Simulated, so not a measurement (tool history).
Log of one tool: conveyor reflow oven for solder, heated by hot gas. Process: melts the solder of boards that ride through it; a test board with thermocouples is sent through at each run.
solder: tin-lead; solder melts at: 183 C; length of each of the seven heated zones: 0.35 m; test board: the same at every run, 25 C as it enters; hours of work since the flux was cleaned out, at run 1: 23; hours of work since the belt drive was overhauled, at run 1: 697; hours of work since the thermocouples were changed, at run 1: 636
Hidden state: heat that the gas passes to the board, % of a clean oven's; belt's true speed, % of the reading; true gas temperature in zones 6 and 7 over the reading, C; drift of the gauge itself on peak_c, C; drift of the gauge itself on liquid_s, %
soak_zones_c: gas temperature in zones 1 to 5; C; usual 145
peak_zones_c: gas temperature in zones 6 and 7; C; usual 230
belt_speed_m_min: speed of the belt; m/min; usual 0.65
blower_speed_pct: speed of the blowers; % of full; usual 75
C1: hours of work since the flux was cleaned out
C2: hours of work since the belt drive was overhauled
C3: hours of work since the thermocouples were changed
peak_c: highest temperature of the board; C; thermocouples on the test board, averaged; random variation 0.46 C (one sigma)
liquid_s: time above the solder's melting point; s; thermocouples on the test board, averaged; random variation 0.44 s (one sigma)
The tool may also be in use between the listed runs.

{"run": 1, "day": 0.0, "soak_zones_c": 145, "peak_zones_c": 230, "belt_speed_m_min": 0.65, "blower_speed_pct": 75, "C1": 23, "C2": 697, "C3": 636, "peak_c": 220.1, "liquid_s": 54}
{"run": 2, "day": 1.167, "soak_zones_c": 145, "peak_zones_c": 230, "belt_speed_m_min": 0.65, "blower_speed_pct": 75, "C1": 42, "C2": 715, "C3": 655, "peak_c": 220.2, "liquid_s": 53.3}
{"run": 3, "day": 2.167, "soak_zones_c": 145, "peak_zones_c": 230, "belt_speed_m_min": 0.65, "blower_speed_pct": 75, "C1": 58, "C2": 732, "C3": 671, "peak_c": 219.7, "liquid_s": 53.8}
{"run": 4, "day": 3.575, "soak_zones_c": 145, "peak_zones_c": 230, "belt_speed_m_min": 0.65, "blower_speed_pct": 75, "C1": 81, "C2": 754, "C3": 694, "peak_c": 220.1, "liquid_s": 53.3}
{"run": 5, "day": 4.221, "soak_zones_c": 145, "peak_zones_c": 230, "belt_speed_m_min": 0.65, "blower_speed_pct": 75, "C1": 91, "C2": 765, "C3": 705, "peak_c": 219.8, "liquid_s": 53.2}
{"run": 6, "day": 5.45, "soak_zones_c": 145, "peak_zones_c": 236, "belt_speed_m_min": 0.65, "blower_speed_pct": 75, "C1": 111, "C2": 785, "C3": 725, "peak_c": 225.4, "liquid_s": 56.7}
{"run": 7, "day": 6.454, "soak_zones_c": 145, "peak_zones_c": 236, "belt_speed_m_min": 0.65, "blower_speed_pct": 75, "C1": 127, "C2": 801, "C3": 741, "peak_c": 225.8, "liquid_s": 57.3}
{"run": 8, "day": 7.842, "soak_zones_c": 145, "peak_zones_c": 230, "belt_speed_m_min": 0.65, "blower_speed_pct": 83, "C1": 150, "C2": 823, "C3": 763, "peak_c": 220.5, "liquid_s": 53.9}
{"run": 9, "day": 8.829, "soak_zones_c": 145, "peak_zones_c": 230, "belt_speed_m_min": 0.65, "blower_speed_pct": 83, "C1": 166, "C2": 839, "C3": 779, "peak_c": 221.5, "liquid_s": 54}
{"run": 10, "day": 10.033, "soak_zones_c": 132, "peak_zones_c": 230, "belt_speed_m_min": 0.65, "blower_speed_pct": 83, "C1": 185, "C2": 859, "C3": 799, "peak_c": 219.6, "liquid_s": 49.4}
{"run": 11, "day": 11.133, "soak_zones_c": 132, "peak_zones_c": 230, "belt_speed_m_min": 0.65, "blower_speed_pct": 75, "C1": 203, "C2": 877, "C3": 816, "peak_c": 217.8, "liquid_s": 48.9}
{"run": 12, "day": 11.721, "soak_zones_c": 132, "peak_zones_c": 230, "belt_speed_m_min": 0.65, "blower_speed_pct": 75, "C1": 212, "C2": 886, "C3": 826, "peak_c": 217.5, "liquid_s": 48}
{"run": 13, "day": 13.033, "soak_zones_c": 132, "peak_zones_c": 230, "belt_speed_m_min": 0.65, "blower_speed_pct": 75, "C1": 234, "C2": 907, "C3": 847, "peak_c": 218, "liquid_s": 48.2}
{"run": 14, "day": 14.162, "soak_zones_c": 145, "peak_zones_c": 230, "belt_speed_m_min": 0.65, "blower_speed_pct": 66, "C1": 252, "C2": 926, "C3": 866, "peak_c": 218.5, "liquid_s": 52.9}
{"run": 15, "day": 15.562, "soak_zones_c": 145, "peak_zones_c": 230, "belt_speed_m_min": 0.65, "blower_speed_pct": 66, "C1": 275, "C2": 948, "C3": 888, "peak_c": 219.2, "liquid_s": 53.1}
{"run": 16, "day": 16.504, "soak_zones_c": 145, "peak_zones_c": 230, "belt_speed_m_min": 0.613, "blower_speed_pct": 75, "C1": 290, "C2": 963, "C3": 903, "peak_c": 222.1, "liquid_s": 57.9}
{"run": 17, "day": 17.296, "soak_zones_c": 154, "peak_zones_c": 230, "belt_speed_m_min": 0.65, "blower_speed_pct": 88, "C1": 303, "C2": 976, "C3": 916, "peak_c": 222.4, "liquid_s": 58.9}
{"run": 18, "day": 18.346, "soak_zones_c": 159, "peak_zones_c": 230, "belt_speed_m_min": 0.65, "blower_speed_pct": 75, "C1": 320, "C2": 993, "C3": 933, "peak_c": 222.6, "liquid_s": 60.8}
{"run": 19, "day": 19.571, "soak_zones_c": 156, "peak_zones_c": 241, "belt_speed_m_min": 0.777, "blower_speed_pct": 56, "C1": 339, "C2": 1013, "C3": 953, "peak_c": 222.2, "liquid_s": 48.8}
{"run": 20, "day": 20.775, "soak_zones_c": 150, "peak_zones_c": 237, "belt_speed_m_min": 0.714, "blower_speed_pct": 87, "C1": 359, "C2": 1033, "C3": 972, "peak_c": 225.8, "liquid_s": 53.6}
{"run": 21, "day": 21.879, "soak_zones_c": 145, "peak_zones_c": 230, "belt_speed_m_min": 0.654, "blower_speed_pct": 56, "C1": 377, "C2": 1050, "C3": 990, "peak_c": 217.1, "liquid_s": 51.3}
{"run": 22, "day": 22.504, "soak_zones_c": 145, "peak_zones_c": 230, "belt_speed_m_min": 0.681, "blower_speed_pct": 75, "C1": 387, "C2": 1061, "C3": 1000, "peak_c": 219.4, "liquid_s": 50.2}
{"run": 23, "day": 23.912, "soak_zones_c": 145, "peak_zones_c": 223, "belt_speed_m_min": 0.681, "blower_speed_pct": 65, "C1": 410, "C2": 1083, "C3": 1023, "peak_c": 211.2, "liquid_s": 44.9}
{"run": 24, "day": 24.596, "soak_zones_c": 145, "peak_zones_c": 231, "belt_speed_m_min": 0.65, "blower_speed_pct": 75, "C1": 421, "C2": 1094, "C3": 1034, "peak_c": 221.1, "liquid_s": 53.7}
{"day": 25.758, "done": "flux residue cleaned out of gas plates and filters"}
{"run": 25, "day": 25.829, "soak_zones_c": 145, "peak_zones_c": 243, "belt_speed_m_min": 0.65, "blower_speed_pct": 75, "C1": 1, "C2": 1111, "C3": 1051, "peak_c": 233.8, "liquid_s": 60.5}
{"day": 26.883, "done": "belt drive overhauled, speed set with a stopwatch"}
{"run": 26, "day": 26.946, "soak_zones_c": 143, "peak_zones_c": 221, "belt_speed_m_min": 0.65, "blower_speed_pct": 75, "C1": 17, "C2": 1, "C3": 1066, "peak_c": 212.8, "liquid_s": 47.3}
{"run": 27, "day": 28.167, "soak_zones_c": 143, "peak_zones_c": 221, "belt_speed_m_min": 0.65, "blower_speed_pct": 75, "C1": 36, "C2": 21, "C3": 1086, "peak_c": 213.1, "liquid_s": 47.4}
{"run": 28, "day": 29.108, "soak_zones_c": 143, "peak_zones_c": 221, "belt_speed_m_min": 0.65, "blower_speed_pct": 75, "C1": 52, "C2": 36, "C3": 1101, "peak_c": 212.7, "liquid_s": 47.9}
{"run": 29, "day": 30.208, "soak_zones_c": 145, "peak_zones_c": 238, "belt_speed_m_min": 0.65, "blower_speed_pct": 75, "C1": 69, "C2": 54, "C3": 1119, "peak_c": 229.1, "liquid_s": 56.9}
{"run": 30, "day": 31.192, "soak_zones_c": 157, "peak_zones_c": 226, "belt_speed_m_min": 0.565, "blower_speed_pct": 63, "C1": 85, "C2": 70, "C3": 1135, "peak_c": 220.7, "liquid_s": 67}

The next listed run, before its measurement:
{"run": 31, "day": 32.308, "soak_zones_c": 157, "peak_zones_c": 226, "belt_speed_m_min": 0.565, "blower_speed_pct": 63, "C1": 103, "C2": 88, "C3": 1153, "peak_c": "?", "liquid_s": "?"}

peak_c: 221.5 C
liquid_s: 66.9 s
Without the tool's hidden state the same run would have given peak_c 217.4 C, liquid_s 64.5 s.

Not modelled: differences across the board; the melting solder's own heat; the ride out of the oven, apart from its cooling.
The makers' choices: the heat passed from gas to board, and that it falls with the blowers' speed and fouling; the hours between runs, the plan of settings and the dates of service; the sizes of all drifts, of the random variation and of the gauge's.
